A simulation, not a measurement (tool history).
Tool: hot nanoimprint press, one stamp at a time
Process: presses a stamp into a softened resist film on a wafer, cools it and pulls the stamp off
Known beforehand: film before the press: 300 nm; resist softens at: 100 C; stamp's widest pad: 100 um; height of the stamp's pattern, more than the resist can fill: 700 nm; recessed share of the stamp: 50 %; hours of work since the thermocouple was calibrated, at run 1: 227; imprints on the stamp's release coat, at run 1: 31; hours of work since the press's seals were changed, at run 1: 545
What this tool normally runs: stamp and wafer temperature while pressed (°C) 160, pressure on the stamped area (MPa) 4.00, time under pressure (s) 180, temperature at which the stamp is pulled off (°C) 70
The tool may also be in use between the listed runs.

| run | day | stamp and wafer temperature while pressed (°C) | pressure on the stamped area (MPa) | time under pressure (s) | temperature at which the stamp is pulled off (°C) | hours of work since the thermocouple was calibrated | imprints on the stamp's release coat | hours of work since the press's seals were changed | resist left under the stamp's widest pad (Å) | greatest force while the stamp is pulled off (N) |
|---|---|---|---|---|---|---|---|---|---|---|
| 1 | 0.000 | 160 | 4.00 | 180 | 70 | 227 | 31 | 545 | 1230 | 174 |
| 2 | 0.933 | 160 | 4.00 | 123 | 70 | 243 | 102 | 561 | 1452 | 174 |
|  | 1.588 | plate thermocouple calibrated |
| 3 | 2.188 | 160 | 4.00 | 180 | 66 | 10 | 187 | 581 | 1246 | 194 |
| 4 | 3.954 | 160 | 4.00 | 180 | 70 | 41 | 321 | 611 | 1243 | 185 |
|  | 5.762 | plate thermocouple calibrated, once more |
| 5 | 5.762 | 160 | 4.00 | 180 | 70 | 0 | 449 | 641 | 1223 | 192 |
| 6 | 7.758 | 160 | 4.00 | 180 | 70 | 34 | 600 | 675 | 1240 | 199 |
| 7 | 9.683 | 160 | 4.00 | 180 | 70 | 68 | 745 | 708 | 1235 | 199 |
| 8 | 11.329 | 150 | 2.95 | 180 | 70 | 96 | 870 | 737 | 2038 | 205 |
| 9 | 12.150 | 150 | 2.95 | 180 | 70 | 110 | 932 | 751 | 2052 | 212 |
| 10 | 13.858 | 158 | 4.00 | 233 | 70 | 140 | 1062 | 780 | 1226 | 221 |
| 11 | 14.912 | 157 | 4.00 | 121 | 70 | 158 | 1142 | 799 | 1623 | 217 |
| 12 | 16.733 | 169 | 4.00 | 96 | 63 | 189 | 1280 | 830 | 1121 | 242 |
| 13 | 18.300 | 169 | 4.00 | 96 | 63 | 216 | 1398 | 857 | 1123 | 250 |
| 14 | 19.475 | 169 | 4.00 | 96 | 73 | 237 | 1487 | 877 | 1129 | 219 |

Branching from run 14: 3 alternative next runs. What would each branch give?
|  | 20.583 | plate thermocouple calibrated |
|  | 21.000 | stamp cleaned and given a new release coat |
| A | 21.000 | 169 | 5.31 | 96 | 73 | 3 | 0 | 897 | ? | ? |
|  | 20.583 | plate thermocouple calibrated |
|  | 21.000 | stamp cleaned and given a new release coat |
| B | 21.000 | 169 | 2.77 | 304 | 67 | 3 | 0 | 897 | ? | ? |
|  | 20.583 | plate thermocouple calibrated |
|  | 21.000 | stamp cleaned and given a new release coat |
| C | 21.000 | 169 | 6.34 | 274 | 56 | 3 | 0 | 897 | ? | ? |

| run | resist left under the stamp's widest pad (Å) | greatest force while the stamp is pulled off (N) |
|---|---|---|
| A | 990 | 168 |
| B | 803 | 186 |
| C | 562 | 221 |
Without the tool's hidden state the same runs would have given:
| run | resist left under the stamp's widest pad (Å) | greatest force while the stamp is pulled off (N) |
|---|---|---|
| A | 942 | 168 |
| B | 783 | 186 |
| C | 528 | 221 |

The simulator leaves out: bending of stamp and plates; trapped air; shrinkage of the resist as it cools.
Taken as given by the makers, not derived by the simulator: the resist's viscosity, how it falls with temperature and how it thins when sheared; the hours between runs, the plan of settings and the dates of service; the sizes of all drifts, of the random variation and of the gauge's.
